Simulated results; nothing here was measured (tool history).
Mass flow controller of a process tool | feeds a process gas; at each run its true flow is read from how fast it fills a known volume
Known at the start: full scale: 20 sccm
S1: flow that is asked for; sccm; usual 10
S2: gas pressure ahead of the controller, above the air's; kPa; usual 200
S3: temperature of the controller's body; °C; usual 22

run 1 hour=0.0 | S1=10 S2=200 S3=22 | true_flow_(%)=99.25
run 2 hour=275.4 | S1=10 S2=200 S3=22 | true_flow_(%)=99.26
run 3 hour=464.3 | S1=7 S2=200 S3=22 | true_flow_(%)=98.91
run 4 hour=669.5 | S1=7 S2=200 S3=22 | true_flow_(%)=98.94
run 5 hour=1032.8 | S1=10 S2=279 S3=22 | true_flow_(%)=99.58
run 6 hour=1261.9 | S1=10 S2=233 S3=22 | true_flow_(%)=99.39
run 7 hour=1576.1 | S1=10 S2=233 S3=22 | true_flow_(%)=99.37
run 8 hour=1879.1 | S1=10 S2=200 S3=23 | true_flow_(%)=99.20
run 9 hour=2060.8 | S1=10 S2=200 S3=23 | true_flow_(%)=99.35
run 10 hour=2215.6 | S1=10 S2=200 S3=20 | true_flow_(%)=99.56
run 11 hour=2501.8 | S1=10 S2=200 S3=20 | true_flow_(%)=99.37
run 12 hour=2842.9 | S1=10 S2=200 S3=20 | true_flow_(%)=99.44
run 13 hour=3142.3 | S1=10 S2=200 S3=20 | true_flow_(%)=99.45
run 14 hour=3465.6 | S1=10 S2=194 S3=22 | true_flow_(%)=99.29
run 15 hour=3756.9 | S1=15 S2=200 S3=22 | true_flow_(%)=100.11
run 16 hour=4005.0 | S1=15 S2=200 S3=22 | true_flow_(%)=100.07
run 17 hour=4238.7 | S1=15 S2=200 S3=22 | true_flow_(%)=100.13
run 18 hour=4587.5 | S1=15 S2=200 S3=22 | true_flow_(%)=99.88
run 19 hour=4954.3 | S1=15 S2=200 S3=22 | true_flow_(%)=99.94
run 20 hour=5303.9 | S1=10 S2=179 S3=38 | true_flow_(%)=98.54
run 21 hour=5502.4 | S1=3 S2=179 S3=28 | true_flow_(%)=96.97
run 22 hour=5703.9 | S1=3 S2=179 S3=28 | true_flow_(%)=96.92
run 23 hour=5906.1 | S1=12 S2=200 S3=22 | true_flow_(%)=99.68
run 24 hour=6137.6 | S1=15 S2=211 S3=21 | true_flow_(%)=100.04
run 25 hour=6451.8 | S1=18 S2=167 S3=27 | true_flow_(%)=100.15
run 26 hour=6748.1 | S1=9 S2=271 S3=22 | true_flow_(%)=99.31
run 27 hour=7040.3 | S1=9 S2=271 S3=29 | true_flow_(%)=99.14
run 28 hour=7218.8 | S1=10 S2=163 S3=28 | true_flow_(%)=99.03
run 29 hour=7412.0 | S1=4 S2=246 S3=20 | true_flow_(%)=98.05
run 30 hour=7661.0 | S1=19 S2=200 S3=23 | true_flow_(%)=100.63
run 31 hour=7840.0 | S1=19 S2=200 S3=23 | true_flow_(%)=100.39
run 32 hour=8133.8 | S1=4 S2=256 S3=35 | true_flow_(%)=97.30
run 33 hour=8313.2 | S1=17 S2=174 S3=30 | true_flow_(%)=99.89
run 34 hour=8470.6 | S1=11 S2=245 S3=26 | true_flow_(%)=99.55

Run 35 comes next. What will it give?
run 35 hour=8807.0 | S1=11 S2=245 S3=26 | true_flow_(%)=?

{"run 35": {"true flow (%)": 99.46}}
Without the tool's hidden state the same run would have given true flow (%) 99.24.
